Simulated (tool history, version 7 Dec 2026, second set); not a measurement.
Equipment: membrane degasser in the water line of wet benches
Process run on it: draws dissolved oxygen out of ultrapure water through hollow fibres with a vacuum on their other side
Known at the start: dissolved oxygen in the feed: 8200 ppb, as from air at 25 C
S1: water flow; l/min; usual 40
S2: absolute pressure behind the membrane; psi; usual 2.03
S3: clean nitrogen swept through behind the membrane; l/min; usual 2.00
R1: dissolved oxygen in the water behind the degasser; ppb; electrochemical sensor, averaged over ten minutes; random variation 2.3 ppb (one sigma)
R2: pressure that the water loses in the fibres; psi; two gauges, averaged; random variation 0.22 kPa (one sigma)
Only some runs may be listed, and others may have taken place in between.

| run | hour | S1 | S2 | S3 | R1 | R2 |
|---|---|---|---|---|---|---|
| 1 | 0.0 | 40 | 2.03 | 2.00 | 476.8 | 8.051 |
| 2 | 54.3 | 40 | 2.03 | 0.92 | 873.0 | 8.052 |
| 3 | 89.2 | 40 | 1.39 | 0.92 | 552.6 | 8.121 |
| 4 | 146.8 | 40 | 1.39 | 0.92 | 555.3 | 8.100 |
| 5 | 174.6 | 40 | 1.39 | 0.92 | 548.1 | 8.048 |
| 6 | 217.8 | 40 | 2.03 | 2.00 | 479.5 | 8.113 |
| 7 | 272.2 | 55 | 2.03 | 2.00 | 630.4 | 11.150 |
| 8 | 322.5 | 55 | 2.03 | 2.00 | 630.5 | 11.239 |
| 9 | 370.1 | 55 | 2.03 | 2.00 | 637.7 | 11.148 |
| 10 | 397.6 | 55 | 2.03 | 2.00 | 636.7 | 11.195 |
| 11 | 445.5 | 55 | 2.03 | 2.00 | 630.5 | 11.185 |
| 12 | 502.8 | 40 | 2.03 | 2.00 | 481.3 | 8.113 |
| 13 | 563.6 | 40 | 2.03 | 2.00 | 482.6 | 8.109 |
| 14 | 592.2 | 40 | 2.76 | 2.00 | 676.0 | 8.135 |
| 15 | 656.0 | 40 | 2.03 | 2.00 | 480.3 | 8.145 |
| 16 | 700.8 | 40 | 2.03 | 2.00 | 484.6 | 8.186 |
| 17 | 731.4 | 37 | 1.84 | 2.00 | 398.7 | 7.533 |
| 18 | 764.1 | 40 | 1.75 | 1.65 | 471.9 | 8.155 |
| 19 | 808.2 | 40 | 1.75 | 1.65 | 473.0 | 8.169 |
|  | 812.7 | vacuum gauge calibrated |
| 20 | 864.8 | 48 | 1.75 | 1.50 | 606.8 | 9.736 |
|  | 910.6 | vacuum gauge calibrated, once more |
| 21 | 922.1 | 34 | 2.81 | 0.92 | 1093.7 | 6.902 |
| 22 | 959.5 | 61 | 3.74 | 2.42 | 1115.6 | 12.437 |
| 23 | 1004.9 | 35 | 1.23 | 2.52 | 176.2 | 7.152 |
| 24 | 1051.9 | 40 | 2.03 | 2.63 | 376.0 | 8.155 |
| 25 | 1094.9 | 40 | 2.03 | 2.63 | 377.2 | 8.048 |
| 26 | 1157.6 | 40 | 2.42 | 1.75 | 648.9 | 8.177 |
| 27 | 1214.9 | 44 | 1.44 | 0.94 | 589.8 | 8.987 |
| 28 | 1256.4 | 32 | 1.32 | 0.94 | 405.9 | 6.492 |
| 29 | 1320.6 | 27 | 2.58 | 0.94 | 822.9 | 5.527 |
| 30 | 1377.6 | 42 | 2.02 | 1.81 | 530.1 | 8.618 |
| 31 | 1430.4 | 42 | 2.02 | 1.62 | 580.3 | 8.578 |

Branching from run 31: 4 alternative next runs. What would each branch give?
| A | 1474.0 | 29 | 2.02 | 1.60 | ? | ? |
| B | 1474.0 | 26 | 1.81 | 3.92 | ? | ? |
| C | 1474.0 | 62 | 4.67 | 1.28 | ? | ? |
| D | 1474.0 | 61 | 2.02 | 1.62 | ? | ? |

| run | R1 | R2 |
|---|---|---|
| A | 425.7 | 5.970 |
| B | 151.4 | 5.313 |
| C | 2161.9 | 12.659 |
| D | 787.8 | 12.498 |
With no hidden state in the tool, these same runs would have given:
| run | R1 | R2 |
|---|---|---|
| A | 421.5 | 5.826 |
| B | 148.8 | 5.184 |
| C | 2156.8 | 12.351 |
| D | 782.5 | 12.195 |

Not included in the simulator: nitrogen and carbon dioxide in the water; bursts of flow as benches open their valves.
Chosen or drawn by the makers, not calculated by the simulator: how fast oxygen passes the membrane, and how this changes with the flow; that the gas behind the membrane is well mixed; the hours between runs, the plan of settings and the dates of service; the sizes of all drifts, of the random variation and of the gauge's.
